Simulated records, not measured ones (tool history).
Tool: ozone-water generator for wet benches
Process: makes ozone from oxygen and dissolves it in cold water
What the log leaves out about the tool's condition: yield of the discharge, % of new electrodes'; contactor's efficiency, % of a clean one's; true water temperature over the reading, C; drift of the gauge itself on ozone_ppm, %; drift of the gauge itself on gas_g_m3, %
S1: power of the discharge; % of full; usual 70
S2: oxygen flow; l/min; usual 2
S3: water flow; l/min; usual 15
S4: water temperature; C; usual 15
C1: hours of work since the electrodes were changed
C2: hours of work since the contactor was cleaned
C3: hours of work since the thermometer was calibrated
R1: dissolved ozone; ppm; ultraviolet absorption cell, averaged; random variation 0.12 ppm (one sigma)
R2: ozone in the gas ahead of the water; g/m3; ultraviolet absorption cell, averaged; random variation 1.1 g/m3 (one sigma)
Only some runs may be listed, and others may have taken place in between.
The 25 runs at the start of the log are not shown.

| run | hour | S1 | S2 | S3 | S4 | C1 | C2 | C3 | R1 | R2 |
|---|---|---|---|---|---|---|---|---|---|---|
| 26 | 1143.2 | 65 | 2 | 15 | 20 | 1878 | 567 | 2960 | 10.9 | 180.2 |
| 27 | 1208.5 | 65 | 1.03 | 22 | 21 | 1929 | 618 | 3011 | 5.8 | 240.9 |
| 28 | 1253.7 | 70 | 3.26 | 15 | 15 | 1964 | 653 | 3045 | 13.4 | 150.2 |
| 29 | 1280.9 | 70 | 3.26 | 15 | 15 | 1985 | 674 | 3066 | 13.2 | 150.5 |
| 30 | 1331.1 | 70 | 3.26 | 15 | 15 | 2023 | 712 | 3105 | 13.2 | 151.8 |
| 31 | 1357.8 | 76 | 2.02 | 14 | 8 | 2044 | 733 | 3126 | 14.5 | 200 |
| 32 | 1410.3 | 54 | 1.26 | 15 | 11 | 2085 | 773 | 3166 | 8.6 | 191.3 |
| 33 | 1454.5 | 70 | 2.32 | 15 | 9 | 2119 | 808 | 3200 | 13 | 175.2 |

3 options for the next run, each taken on its own from the tool as it stands now. Forecast them:
| A | 1496.4 | 70 | 2 | 11 | 15 | 2151 | 840 | 3233 | ? | ? |
| B | 1496.4 | 47 | 1.27 | 15 | 14 | 2151 | 840 | 3233 | ? | ? |
| C | 1496.4 | 70 | 2.05 | 15 | 15 | 2151 | 840 | 3233 | ? | ? |

| run | R1 | R2 |
|---|---|---|
| A | 15.6 | 189.8 |
| B | 7.6 | 168.3 |
| C | 11.8 | 186 |
With the hidden condition removed and each run's random variation left untouched, the same runs would have given:
| run | R1 | R2 |
|---|---|---|
| A | 16.8 | 198.2 |
| B | 8 | 173.3 |
| C | 12.7 | 194.1 |

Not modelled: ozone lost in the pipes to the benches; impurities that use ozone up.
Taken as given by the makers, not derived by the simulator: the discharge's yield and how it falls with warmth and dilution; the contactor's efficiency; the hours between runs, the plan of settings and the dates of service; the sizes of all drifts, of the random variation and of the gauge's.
